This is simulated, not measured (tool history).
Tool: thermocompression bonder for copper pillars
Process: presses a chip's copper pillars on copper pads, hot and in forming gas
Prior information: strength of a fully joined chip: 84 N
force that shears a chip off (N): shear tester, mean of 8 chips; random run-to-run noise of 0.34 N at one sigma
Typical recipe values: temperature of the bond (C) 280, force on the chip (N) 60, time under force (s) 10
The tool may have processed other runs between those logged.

| run | hour | temperature of the bond (C) | force on the chip (N) | time under force (s) | force that shears a chip off (N) |
|---|---|---|---|---|---|
| 1 | 0.0 | 280 | 60 | 10 | 45.9 |
| 2 | 9.5 | 280 | 60 | 10 | 45.1 |
| 3 | 18.1 | 280 | 60 | 10 | 44.8 |
| 4 | 27.3 | 299 | 60 | 10 | 52.8 |
| 5 | 36.5 | 280 | 38 | 10 | 32.5 |
| 6 | 44.8 | 280 | 38 | 10 | 32.4 |
| 7 | 49.3 | 280 | 60 | 21 | 55.3 |
| 8 | 53.6 | 280 | 60 | 10 | 45.3 |
| 9 | 63.3 | 280 | 60 | 10 | 44.6 |
| 10 | 69.5 | 280 | 60 | 10 | 44.2 |
| 11 | 77.0 | 280 | 60 | 10 | 44.8 |
| 12 | 80.9 | 280 | 51 | 10 | 39.9 |
| 13 | 90.4 | 280 | 51 | 10 | 39.3 |
| 14 | 98.1 | 264 | 78 | 7 | 40.0 |
| 15 | 106.2 | 267 | 39 | 6 | 22.7 |
| 16 | 115.4 | 267 | 39 | 6 | 23.3 |
| 17 | 122.9 | 267 | 39 | 6 | 22.9 |
| 18 | 132.4 | 267 | 88 | 10 | 50.2 |
| 19 | 139.9 | 309 | 53 | 5 | 42.7 |
| 20 | 149.1 | 309 | 53 | 5 | 41.7 |
| 21 | 157.9 | 309 | 49 | 6 | 42.1 |
| 22 | 166.1 | 309 | 42 | 6 | 37.9 |
| 23 | 171.2 | 294 | 53 | 6 | 38.6 |
| 24 | 179.7 | 280 | 78 | 15 | 57.2 |

Alternative continuations, all from the tool just after run 24; predict every row:
| A | 187.5 | 280 | 40 | 24 | ? |
| B | 187.5 | 280 | 76 | 15 | ? |
| C | 187.5 | 272 | 64 | 9 | ? |
| D | 187.5 | 280 | 54 | 23 | ? |

| run | force that shears a chip off (N) |
|---|---|
| A | 44.1 |
| B | 56.0 |
| C | 40.3 |
| D | 52.0 |
Take away the tool's hidden state, keep each run's random variation, and the runs would have read:
| run | force that shears a chip off (N) |
|---|---|
| A | 45.5 |
| B | 58.5 |
| C | 41.4 |
| D | 54.1 |

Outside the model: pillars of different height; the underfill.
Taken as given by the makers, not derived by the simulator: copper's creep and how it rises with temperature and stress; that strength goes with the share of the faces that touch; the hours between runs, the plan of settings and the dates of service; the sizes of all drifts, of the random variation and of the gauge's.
